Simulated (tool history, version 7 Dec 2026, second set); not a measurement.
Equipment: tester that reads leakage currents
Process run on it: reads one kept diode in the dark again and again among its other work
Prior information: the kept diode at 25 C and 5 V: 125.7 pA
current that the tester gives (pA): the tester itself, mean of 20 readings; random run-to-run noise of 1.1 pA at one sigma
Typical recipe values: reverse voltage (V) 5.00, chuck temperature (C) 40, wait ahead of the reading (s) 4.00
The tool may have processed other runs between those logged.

run	day	reverse voltage (V)	chuck temperature (C)	wait ahead of the reading (s)	current that the tester gives (pA)
1	0.000	5.00	40	4.00	376.39
2	1.583	5.00	40	4.00	373.82
3	2.925	5.00	40	4.00	375.22
4	4.758	5.00	40	4.00	373.88
5	6.750	5.00	40	4.00	373.02
6	8.183	5.00	40	4.00	373.60
7	9.400	3.85	40	4.00	329.02
8	12.067	3.85	40	4.00	330.85
9	13.371	5.00	40	4.00	373.76
10	14.712	5.00	40	4.00	374.44
11	17.550	5.00	40	4.00	374.82
12	19.117	5.00	40	4.00	374.09
13	22.075	5.00	40	4.00	373.63
# day 23.054: chuck's temperature calibrated
14	23.996	9.57	40	4.00	536.35
15	26.092	5.00	40	4.00	386.09
16	27.458	5.00	40	4.00	387.08
17	30.392	5.00	23	4.00	112.72
18	33.104	5.00	54	4.00	992.59
19	34.629	5.00	28	4.00	164.30
20	37.196	5.00	28	4.00	162.72
21	39.746	5.00	28	4.00	163.54
22	42.375	3.04	28	4.00	127.47
23	43.908	3.04	47	1.37	487.91
24	46.625	15.26	21	3.18	175.42
25	49.196	17.44	40	0.53	724.64
26	51.492	1.41	29	4.00	92.98
27	53.296	15.74	21	1.52	178.63
28	54.842	4.25	28	4.00	149.86
29	56.725	1.58	38	9.59	189.32
30	58.383	7.52	30	3.22	231.58
31	61.238	7.52	30	6.57	230.99
32	62.812	13.50	39	1.71	589.75
33	64.071	13.50	39	1.71	591.92
34	65.962	18.64	33	4.47	456.97
35	67.288	2.86	40	0.90	291.39
36	68.575	1.48	40	1.46	209.75
37	71.508	13.07	40	0.36	627.80
38	73.058	1.05	58	3.50	582.78
39	74.908	5.79	25	2.06	141.17

Branching from run 39: 5 alternative next runs. What would each branch give?
A	76.871	5.79	29	7.49	?
B	76.871	2.95	40	0.75	?
C	76.871	2.35	34	4.00	?
D	76.871	7.65	25	2.06	?
E	76.871	11.63	56	4.00	?

run	current that the tester gives (pA)
A	187.44
B	292.95
C	172.25
D	162.99
E	1672.36
Without the tool's hidden state the same runs would have given:
run	current that the tester gives (pA)
A	183.46
B	293.75
C	172.09
D	156.37
E	1680.14

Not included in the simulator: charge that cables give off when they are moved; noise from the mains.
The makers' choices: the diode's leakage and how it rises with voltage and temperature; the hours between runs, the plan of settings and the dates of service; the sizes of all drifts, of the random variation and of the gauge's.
